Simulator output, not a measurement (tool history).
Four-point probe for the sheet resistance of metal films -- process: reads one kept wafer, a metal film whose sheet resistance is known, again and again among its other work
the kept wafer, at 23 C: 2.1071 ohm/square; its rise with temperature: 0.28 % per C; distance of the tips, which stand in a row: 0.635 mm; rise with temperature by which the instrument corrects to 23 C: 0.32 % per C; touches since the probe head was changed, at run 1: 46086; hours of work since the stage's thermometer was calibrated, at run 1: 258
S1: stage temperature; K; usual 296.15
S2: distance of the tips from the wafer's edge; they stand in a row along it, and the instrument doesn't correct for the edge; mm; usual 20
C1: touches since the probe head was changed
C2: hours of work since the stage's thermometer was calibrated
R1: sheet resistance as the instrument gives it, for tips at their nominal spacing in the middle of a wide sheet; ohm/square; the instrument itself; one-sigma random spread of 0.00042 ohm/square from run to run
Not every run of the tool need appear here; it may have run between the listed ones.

run	hour	S1	S2	C1	C2	R1
1	0	296.15	20	46086	258	2.098396
2	20.6	302.15	20	47297	274	2.093948
3	35.9	302.15	20	48199	286	2.093201
4	63	302.15	20	49800	308	2.093638
5	85.2	296.15	55	51106	326	2.096808
6	98.7	296.15	55	51902	336	2.096867
7	124.9	296.15	55	53448	357	2.096658
8	140.8	298.15	20	54389	370	2.096359
9	166.2	298.15	20	55883	390	2.095611
10	187.5	291.15	5	57137	407	2.118399
11	203.6	295.15	20	58090	420	2.097353
12	230.2	293.15	19	59656	441	2.099311
13	251.2	302.15	19	60894	458	2.091959
14	277.5	302.15	19	62444	479	2.091159
15	293.6	302.15	19	63396	492	2.090838
16	318.1	295.15	28	64841	511	2.095852
17	331.2	295.15	14	65608	522	2.097841

5 options for the next run, each taken on its own from the tool as it stands now. Forecast them:
A	355.9	295.15	12	67065	542	?
B	355.9	299.15	24	67065	542	?
C	355.9	307.15	72	67065	542	?
D	355.9	295.15	10	67065	542	?
E	355.9	291.15	3	67065	542	?

run	R1
A	2.098581
B	2.092985
C	2.085722
D	2.099486
E	2.149056
Stripped of hidden state, with their random variation kept, the same runs would have yielded:
run	R1
A	2.111157
B	2.105525
C	2.098209
D	2.112068
E	2.161917
